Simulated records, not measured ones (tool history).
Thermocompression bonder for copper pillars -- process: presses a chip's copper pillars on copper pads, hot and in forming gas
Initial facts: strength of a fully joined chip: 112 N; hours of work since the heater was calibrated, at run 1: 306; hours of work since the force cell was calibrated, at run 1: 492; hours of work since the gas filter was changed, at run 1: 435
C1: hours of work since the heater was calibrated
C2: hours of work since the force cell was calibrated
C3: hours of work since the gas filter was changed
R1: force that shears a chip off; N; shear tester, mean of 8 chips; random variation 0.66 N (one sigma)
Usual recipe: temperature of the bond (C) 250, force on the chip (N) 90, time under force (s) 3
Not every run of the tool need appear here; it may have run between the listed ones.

Run 1, hour 0.0: usual settings; C1 306; C2 492; C3 435. Result: R1 38.6 N.
Run 2, hour 18.2: usual settings; C1 313; C2 500; C3 443. Result: R1 38.6 N.
Run 3, hour 47.4: usual settings; C1 326; C2 513; C3 456. Result: R1 39.1 N.
At hour 58.2: forming gas filter changed.
Run 4, hour 68.7: usual settings but temperature of the bond (C) 241; C1 335; C2 521; C3 4. Result: R1 36.5 N.
Run 5, hour 101.4: usual settings; C1 349; C2 535; C3 18. Result: R1 41.2 N.
Run 6, hour 123.9: usual settings but time under force (s) 2; C1 358; C2 545; C3 28. Result: R1 34.8 N.
Run 7, hour 141.1: usual settings but time under force (s) 2; C1 366; C2 552; C3 35. Result: R1 35.4 N.
Run 8, hour 159.4: usual settings but time under force (s) 2; C1 374; C2 560; C3 43. Result: R1 33.9 N.
Run 9, hour 188.7: usual settings but time under force (s) 2; C1 386; C2 573; C3 56. Result: R1 35.6 N.
Run 10, hour 212.1: usual settings but time under force (s) 2; C1 396; C2 583; C3 66. Result: R1 35.6 N.
Run 11, hour 237.9: usual settings but time under force (s) 2; C1 407; C2 594; C3 77. Result: R1 34.2 N.
Run 12, hour 268.3: usual settings but time under force (s) 2; C1 420; C2 607; C3 90. Result: R1 33.7 N.
Run 13, hour 294.8: usual settings but time under force (s) 2; C1 431; C2 618; C3 101. Result: R1 33.6 N.
Run 14, hour 327.5: usual settings but time under force (s) 2; C1 445; C2 632; C3 115. Result: R1 33.2 N.
Run 15, hour 344.2: usual settings but time under force (s) 2; C1 453; C2 639; C3 122. Result: R1 33.2 N.
Run 16, hour 363.4: usual settings but time under force (s) 2; C1 461; C2 647; C3 130. Result: R1 32.8 N.
Run 17, hour 396.4: usual settings but time under force (s) 7; C1 475; C2 661; C3 144. Result: R1 53.9 N.
Run 18, hour 431.9: usual settings but time under force (s) 7; C1 490; C2 677; C3 160. Result: R1 53.5 N.
Run 19, hour 451.2: usual settings; C1 498; C2 685; C3 168. Result: R1 40.1 N.
At hour 478.3: heater calibrated with a thermocouple chip.
Run 20, hour 479.0: usual settings; C1 0; C2 696; C3 179. Result: R1 36.8 N.
Run 21, hour 510.3: usual settings but temperature of the bond (C) 256, force on the chip (N) 109; C1 14; C2 709; C3 192. Result: R1 44.4 N.
Run 22, hour 532.5: usual settings but temperature of the bond (C) 256, force on the chip (N) 109; C1 23; C2 719; C3 202. Result: R1 44.6 N.

Run 23 has not been measured yet. What should we expect?
Run 23, hour 549.4: usual settings but temperature of the bond (C) 263, force on the chip (N) 58, time under force (s) 2; C1 30; C2 726; C3 209. Result: R1 ?.

Run 23 measured R1 29.5 N.
Without the tool's hidden state the same run would have given R1 34.4 N.

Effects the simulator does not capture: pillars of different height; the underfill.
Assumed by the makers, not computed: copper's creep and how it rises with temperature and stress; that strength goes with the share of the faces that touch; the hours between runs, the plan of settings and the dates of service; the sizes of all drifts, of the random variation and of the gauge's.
